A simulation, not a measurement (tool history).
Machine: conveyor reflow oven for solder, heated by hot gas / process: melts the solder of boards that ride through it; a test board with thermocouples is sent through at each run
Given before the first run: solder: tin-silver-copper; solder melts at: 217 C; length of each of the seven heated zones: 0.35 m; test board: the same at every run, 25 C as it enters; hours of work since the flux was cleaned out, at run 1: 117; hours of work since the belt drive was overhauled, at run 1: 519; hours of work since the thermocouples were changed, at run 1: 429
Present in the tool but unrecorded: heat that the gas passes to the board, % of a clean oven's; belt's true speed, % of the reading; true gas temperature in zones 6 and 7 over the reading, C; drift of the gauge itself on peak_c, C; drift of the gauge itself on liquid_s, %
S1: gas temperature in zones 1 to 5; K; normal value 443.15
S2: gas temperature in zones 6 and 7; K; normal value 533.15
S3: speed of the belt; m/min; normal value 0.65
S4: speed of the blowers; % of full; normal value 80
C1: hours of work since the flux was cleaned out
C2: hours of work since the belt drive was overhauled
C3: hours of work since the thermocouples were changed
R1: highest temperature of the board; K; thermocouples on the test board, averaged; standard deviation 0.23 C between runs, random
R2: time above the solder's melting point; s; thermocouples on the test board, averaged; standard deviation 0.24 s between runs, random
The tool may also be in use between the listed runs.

run,hour,S1,S2,S3,S4,C1,C2,C3,R1,R2
1,0,443.15,533.15,0.65,80,117,519,429,513.95,38.1
2,27.1,443.15,533.15,0.65,50,135,537,447,507.85,29.5
3,51.3,443.15,533.15,0.65,50,151,554,463,507.25,30
4,66.4,443.15,533.15,0.65,50,161,564,473,507.05,30
5,85.5,443.15,533.15,0.65,50,174,577,486,507.65,29.8
# hour 91.7: flux residue cleaned out of gas plates and filters
6,106.6,443.15,533.15,0.65,50,10,588,497,507.15,29.3
7,123.2,439.15,533.15,0.65,90,21,599,508,513.55,36.9
8,142.3,439.15,533.15,0.65,90,34,612,521,513.35,36.9
9,153.4,451.15,526.15,0.65,84,42,619,529,509.25,36.9
# hour 177.2: flux residue cleaned out of gas plates and filters, once more
10,181.1,457.15,524.15,0.65,80,3,634,544,509.75,40
11,195.2,443.15,521.15,0.536,80,12,644,553,509.45,44.8

Consider 4 possible next runs. They are alternatives, not a sequence: every one starts from the tool as it was left by run 11. What does each give?
A,215.2,449.15,533.15,0.602,80,26,657,567,?,?
B,215.2,443.15,541.15,0.744,65,26,657,567,?,?
C,215.2,439.15,521.15,0.592,61,26,657,567,?,?
D,215.2,445.15,537.15,0.772,80,26,657,567,?,?

run,R1,R2
A,517.75,48.3
B,513.15,31.1
C,503.15,28.4
D,511.55,30.3
With the hidden condition removed and each run's random variation left untouched, the same runs would have given:
run,R1,R2
A,518.75,48.1
B,513.95,31.1
C,504.15,29.1
D,512.45,30.4
